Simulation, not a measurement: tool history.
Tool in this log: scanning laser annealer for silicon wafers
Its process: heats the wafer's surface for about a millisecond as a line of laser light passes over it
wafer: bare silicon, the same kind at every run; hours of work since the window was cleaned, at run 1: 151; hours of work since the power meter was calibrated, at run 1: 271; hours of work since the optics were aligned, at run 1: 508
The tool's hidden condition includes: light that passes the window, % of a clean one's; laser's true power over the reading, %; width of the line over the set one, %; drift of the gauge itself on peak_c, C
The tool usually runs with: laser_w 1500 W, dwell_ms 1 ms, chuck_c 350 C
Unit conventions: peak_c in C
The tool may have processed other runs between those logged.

| run | hour | laser_w | dwell_ms | chuck_c | hours of work since the window was cleaned | hours of work since the power meter was calibrated | hours of work since the optics were aligned | peak_c |
|---|---|---|---|---|---|---|---|---|
| 1 | 0 | 1500 | 1 | 350 | 151 | 271 | 508 | 1141 |
| 2 | 20.2 | 1500 | 1 | 350 | 159 | 279 | 516 | 1141 |
| 3 | 39.2 | 1500 | 1 | 350 | 167 | 287 | 524 | 1142 |
| 4 | 59.6 | 1500 | 1 | 350 | 175 | 295 | 532 | 1138 |
| 5 | 69 | 1500 | 1 | 350 | 179 | 299 | 536 | 1137 |
| 6 | 85.2 | 1500 | 1 | 336 | 186 | 305 | 542 | 1121 |
| 7 | 102.8 | 1500 | 1 | 350 | 193 | 312 | 550 | 1139 |
| 8 | 115.3 | 1621 | 1 | 350 | 198 | 317 | 555 | 1213 |
| 9 | 132.1 | 1621 | 1 | 350 | 204 | 324 | 561 | 1214 |
| 10 | 149.7 | 1491 | 1.08 | 312 | 212 | 331 | 568 | 1125 |
|  | 156.7 | optics aligned, line set to its width |
| 11 | 169 | 1425 | 1.02 | 312 | 217 | 337 | 5 | 1063 |
| 12 | 182.8 | 1547 | 0.89 | 345 | 223 | 343 | 10 | 1115 |
| 13 | 202.9 | 1286 | 1.02 | 350 | 231 | 351 | 19 | 1011 |
| 14 | 216.2 | 1370 | 1.02 | 378 | 236 | 356 | 24 | 1093 |

Each row is a separate what-if for the run after 14, all from the same tool condition, not one after another. Results?
| A | 226.6 | 1623 | 1.17 | 315 | 241 | 360 | 28 | ? |
| B | 226.6 | 1485 | 0.86 | 375 | 241 | 360 | 28 | ? |
| C | 226.6 | 1476 | 0.74 | 369 | 241 | 360 | 28 | ? |

| run | peak_c |
|---|---|
| A | 1245 |
| B | 1095 |
| C | 1034 |
Stripped of hidden state, with their random variation kept, the same runs would have yielded:
| run | peak_c |
|---|---|
| A | 1267 |
| B | 1112 |
| C | 1050 |
